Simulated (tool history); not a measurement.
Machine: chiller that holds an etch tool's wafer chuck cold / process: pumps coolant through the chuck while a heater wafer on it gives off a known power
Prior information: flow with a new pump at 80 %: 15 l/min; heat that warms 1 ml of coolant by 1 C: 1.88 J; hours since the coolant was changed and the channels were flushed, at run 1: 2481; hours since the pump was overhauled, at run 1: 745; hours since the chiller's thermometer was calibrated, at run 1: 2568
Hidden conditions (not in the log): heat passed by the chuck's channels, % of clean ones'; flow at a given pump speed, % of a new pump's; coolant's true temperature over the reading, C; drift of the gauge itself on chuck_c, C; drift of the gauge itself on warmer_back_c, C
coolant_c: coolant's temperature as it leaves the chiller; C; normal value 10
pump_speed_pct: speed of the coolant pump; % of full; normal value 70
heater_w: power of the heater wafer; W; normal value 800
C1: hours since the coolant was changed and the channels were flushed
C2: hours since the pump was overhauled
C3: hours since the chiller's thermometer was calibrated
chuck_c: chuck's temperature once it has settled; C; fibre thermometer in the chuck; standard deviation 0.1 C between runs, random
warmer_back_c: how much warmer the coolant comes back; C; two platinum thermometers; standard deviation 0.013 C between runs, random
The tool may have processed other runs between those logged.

Run 1, hour 0: usual settings; C1 2481; C2 745; C3 2568. Result: chuck_c 18.1 C, warmer_back_c 1.94 C.
Run 2, hour 22.8: usual settings; C1 2504; C2 767; C3 2591. Result: chuck_c 18.2 C, warmer_back_c 1.94 C.
Run 3, hour 51.7: usual settings but coolant_c 11 C; C1 2533; C2 796; C3 2620. Result: chuck_c 19.2 C, warmer_back_c 1.94 C.
Run 4, hour 76.1: usual settings but coolant_c 11 C; C1 2557; C2 821; C3 2644. Result: chuck_c 19.4 C, warmer_back_c 1.94 C.
Run 5, hour 105.1: usual settings but coolant_c 11 C; C1 2586; C2 850; C3 2673. Result: chuck_c 19.2 C, warmer_back_c 1.94 C.
Run 6, hour 131.6: usual settings but coolant_c 11 C; C1 2613; C2 876; C3 2700. Result: chuck_c 19.3 C, warmer_back_c 1.94 C.
Run 7, hour 149.8: usual settings but coolant_c 11 C; C1 2631; C2 894; C3 2718. Result: chuck_c 19.2 C, warmer_back_c 1.95 C.
Run 8, hour 164.5: usual settings; C1 2646; C2 909; C3 2733. Result: chuck_c 18.2 C, warmer_back_c 1.95 C.
Run 9, hour 188.1: usual settings; C1 2669; C2 933; C3 2756. Result: chuck_c 18.3 C, warmer_back_c 1.95 C.
Run 10, hour 216.1: usual settings; C1 2697; C2 961; C3 2784. Result: chuck_c 18.1 C, warmer_back_c 1.95 C.
Run 11, hour 246.8: usual settings; C1 2728; C2 992; C3 2815. Result: chuck_c 18.2 C, warmer_back_c 1.95 C.
Run 12, hour 269.6: usual settings; C1 2751; C2 1014; C3 2838. Result: chuck_c 18.2 C, warmer_back_c 1.96 C.
Run 13, hour 300.2: usual settings; C1 2781; C2 1045; C3 2868. Result: chuck_c 18.4 C, warmer_back_c 1.95 C.
Run 14, hour 322.7: usual settings; C1 2804; C2 1067; C3 2891. Result: chuck_c 18.3 C, warmer_back_c 1.96 C.
Run 15, hour 341: usual settings; C1 2822; C2 1086; C3 2909. Result: chuck_c 18.3 C, warmer_back_c 1.97 C.
Run 16, hour 362.9: usual settings; C1 2844; C2 1108; C3 2931. Result: chuck_c 18.4 C, warmer_back_c 1.95 C.
Run 17, hour 387.2: usual settings but coolant_c 13 C, pump_speed_pct 82 % of full, heater_w 437 W; C1 2868; C2 1132; C3 2955. Result: chuck_c 17 C, warmer_back_c 0.9 C.
Run 18, hour 418.6: usual settings but coolant_c 13 C, pump_speed_pct 82 % of full, heater_w 437 W; C1 2900; C2 1163; C3 2987. Result: chuck_c 17.3 C, warmer_back_c 0.9 C.
Run 19, hour 450.9: usual settings but coolant_c 17 C, heater_w 636 W; C1 2932; C2 1196; C3 3019. Result: chuck_c 23.8 C, warmer_back_c 1.55 C.
Run 20, hour 470.9: usual settings but coolant_c 17 C, heater_w 636 W; C1 2952; C2 1216; C3 3039. Result: chuck_c 23.6 C, warmer_back_c 1.55 C.
At hour 473.3: chiller's thermometer calibrated.
Run 21, hour 501.9: usual settings but coolant_c 17 C, heater_w 636 W; C1 2982; C2 1246; C3 29. Result: chuck_c 24.1 C, warmer_back_c 1.52 C.
Run 22, hour 533: usual settings but coolant_c 17 C, heater_w 636 W; C1 3013; C2 1277; C3 60. Result: chuck_c 23.9 C, warmer_back_c 1.56 C.
Run 23, hour 565: usual settings but pump_speed_pct 74 % of full; C1 3045; C2 1309; C3 92. Result: chuck_c 18.1 C, warmer_back_c 1.83 C.
Run 24, hour 585.2: usual settings but coolant_c 2 C, pump_speed_pct 67 % of full, heater_w 491 W; C1 3065; C2 1329; C3 112. Result: chuck_c 7.8 C, warmer_back_c 1.26 C.
Run 25, hour 601.8: usual settings but coolant_c 2 C, pump_speed_pct 67 % of full, heater_w 491 W; C1 3082; C2 1345; C3 129. Result: chuck_c 7.8 C, warmer_back_c 1.25 C.
Run 26, hour 616.2: usual settings but coolant_c 2 C, pump_speed_pct 67 % of full, heater_w 491 W; C1 3096; C2 1360; C3 143. Result: chuck_c 7.8 C, warmer_back_c 1.27 C.
At hour 630.4: chiller's thermometer calibrated, once more.
Run 27, hour 635: usual settings but pump_speed_pct 87 % of full, heater_w 889 W; C1 3114; C2 1378; C3 5. Result: chuck_c 17.4 C, warmer_back_c 1.76 C.
Run 28, hour 655: usual settings but pump_speed_pct 87 % of full, heater_w 889 W; C1 3134; C2 1398; C3 25. Result: chuck_c 17.5 C, warmer_back_c 1.76 C.
Run 29, hour 671.9: usual settings but coolant_c 7 C, heater_w 890 W; C1 3151; C2 1415; C3 41. Result: chuck_c 15.9 C, warmer_back_c 2.18 C.
Run 30, hour 700.8: usual settings but coolant_c 7 C, pump_speed_pct 91 % of full, heater_w 413 W; C1 3180; C2 1443; C3 70. Result: chuck_c 10.5 C, warmer_back_c 0.77 C.
Run 31, hour 727.9: usual settings but coolant_c 1 C; C1 3207; C2 1471; C3 97. Result: chuck_c 9 C, warmer_back_c 1.95 C.

Describe how what the log doesn't record of the tool's condition differs between the last listed run preceding each entry between runs and the first listed run following it.
After run 20, before run 21: chiller's thermometer calibrated (hour 473.3)
  heat passed by the chuck's channels, % of clean ones': 95.6 -> 95.5; coolant's true temperature over the reading, C: 0.42 -> 0.66
  measured minus no-state result, chuck_c: +0.7 -> +1 C
After run 26, before run 27: chiller's thermometer calibrated, once more (hour 630.4)
  flow at a given pump speed, % of a new pump's: 99.7 -> 99.6; coolant's true temperature over the reading, C: 0.68 -> -0.04
  measured minus no-state result, chuck_c: +0.9 -> +0.3 C
